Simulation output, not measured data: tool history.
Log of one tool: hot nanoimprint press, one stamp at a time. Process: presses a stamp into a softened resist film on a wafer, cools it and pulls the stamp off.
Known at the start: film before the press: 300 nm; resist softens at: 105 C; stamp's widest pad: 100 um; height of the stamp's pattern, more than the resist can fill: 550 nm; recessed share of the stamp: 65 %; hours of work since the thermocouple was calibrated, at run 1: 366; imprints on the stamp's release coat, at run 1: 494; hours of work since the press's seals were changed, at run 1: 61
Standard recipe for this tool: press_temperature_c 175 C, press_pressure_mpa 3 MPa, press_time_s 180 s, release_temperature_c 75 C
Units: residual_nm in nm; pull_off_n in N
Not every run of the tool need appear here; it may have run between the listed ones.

| run | hour | press_temperature_c | press_pressure_mpa | press_time_s | release_temperature_c | hours of work since the thermocouple was calibrated | imprints on the stamp's release coat | hours of work since the press's seals were changed | residual_nm | pull_off_n |
|---|---|---|---|---|---|---|---|---|---|---|
| 1 | 0 | 175 | 3 | 180 | 75 | 366 | 494 | 61 | 161.2 | 118.6 |
|  | 16 | stamp cleaned and given a new release coat |
|  | 42 | plate thermocouple calibrated |
| 2 | 43.1 | 175 | 3 | 180 | 75 | 1 | 58 | 83 | 155.1 | 110.4 |
| 3 | 82 | 175 | 3 | 180 | 75 | 26 | 151 | 108 | 156.2 | 113.5 |
| 4 | 107.5 | 175 | 3 | 180 | 75 | 42 | 212 | 125 | 157.5 | 113.9 |
| 5 | 143.3 | 175 | 3 | 180 | 75 | 65 | 298 | 148 | 157 | 115.3 |
| 6 | 176.8 | 175 | 3 | 110 | 75 | 87 | 379 | 170 | 183.6 | 114.8 |
| 7 | 213.4 | 175 | 3 | 180 | 75 | 111 | 466 | 193 | 156.9 | 115 |
| 8 | 230.6 | 175 | 3 | 180 | 75 | 122 | 508 | 204 | 155.9 | 117.3 |
|  | 242.3 | stamp cleaned and given a new release coat |
| 9 | 272.4 | 175 | 3 | 180 | 75 | 145 | 72 | 228 | 157.3 | 111.8 |
| 10 | 296.3 | 175 | 3 | 180 | 77 | 160 | 130 | 243 | 156.2 | 108.4 |
| 11 | 335 | 175 | 3 | 180 | 77 | 185 | 223 | 268 | 157.7 | 110.9 |
| 12 | 351 | 175 | 2.19 | 180 | 77 | 196 | 261 | 278 | 175.8 | 111.5 |
| 13 | 384.8 | 175 | 2.19 | 180 | 77 | 217 | 342 | 300 | 177.5 | 113.3 |
| 14 | 414.5 | 175 | 2.78 | 180 | 75 | 237 | 413 | 319 | 163.6 | 118.3 |
| 15 | 446.5 | 175 | 2.78 | 180 | 75 | 257 | 490 | 340 | 160.8 | 117.2 |
|  | 465.5 | stamp cleaned and given a new release coat |
| 16 | 472 | 172 | 3 | 180 | 60 | 270 | 15 | 352 | 179.5 | 143.3 |
| 17 | 493.6 | 179 | 3 | 95 | 60 | 284 | 67 | 366 | 169.9 | 143.3 |
| 18 | 521.2 | 179 | 3 | 95 | 60 | 302 | 133 | 384 | 170.6 | 146.8 |
| 19 | 557.4 | 175 | 2.14 | 95 | 75 | 325 | 220 | 408 | 215.1 | 115.1 |
| 20 | 588.4 | 175 | 4.79 | 180 | 75 | 345 | 295 | 428 | 134.9 | 114.9 |
| 21 | 606.4 | 175 | 4.79 | 180 | 75 | 357 | 338 | 439 | 133.9 | 114.5 |
| 22 | 624.7 | 175 | 4.79 | 180 | 70 | 368 | 382 | 451 | 133.7 | 126 |
| 23 | 652.2 | 165 | 3.11 | 180 | 75 | 386 | 448 | 469 | 228.5 | 117.4 |
|  | 657.4 | plate thermocouple calibrated |
|  | 690.2 | stamp cleaned and given a new release coat |
| 24 | 698.5 | 165 | 3.89 | 217 | 75 | 23 | 20 | 493 | 199.4 | 111.5 |
| 25 | 733.8 | 165 | 3.89 | 217 | 75 | 45 | 105 | 516 | 199.3 | 111.7 |
| 26 | 768.6 | 177 | 1.81 | 351 | 77 | 68 | 188 | 538 | 134.2 | 110.4 |
| 27 | 797.7 | 175 | 3 | 224 | 75 | 87 | 258 | 557 | 143.8 | 114.8 |
| 28 | 827.6 | 165 | 3 | 128 | 75 | 106 | 329 | 576 | 238.7 | 113.5 |
| 29 | 865.1 | 180 | 1.89 | 234 | 83 | 130 | 419 | 600 | 137.3 | 98.9 |

Here are 3 independent what-if runs from the current tool condition. What would each one return?
| A | 882.7 | 175 | 3 | 338 | 76 | 141 | 461 | 612 | ? | ? |
| B | 882.7 | 164 | 1.89 | 234 | 83 | 141 | 461 | 612 | ? | ? |
| C | 882.7 | 175 | 4.73 | 180 | 75 | 141 | 461 | 612 | ? | ? |

| run | residual_nm | pull_off_n |
|---|---|---|
| A | 123.5 | 112.8 |
| B | 240.7 | 99 |
| C | 133.7 | 116.3 |
With the hidden condition removed and each run's random variation left untouched, the same runs would have given:
| run | residual_nm | pull_off_n |
|---|---|---|
| A | 122.1 | 108.9 |
| B | 240 | 95.6 |
| C | 131.3 | 112.3 |

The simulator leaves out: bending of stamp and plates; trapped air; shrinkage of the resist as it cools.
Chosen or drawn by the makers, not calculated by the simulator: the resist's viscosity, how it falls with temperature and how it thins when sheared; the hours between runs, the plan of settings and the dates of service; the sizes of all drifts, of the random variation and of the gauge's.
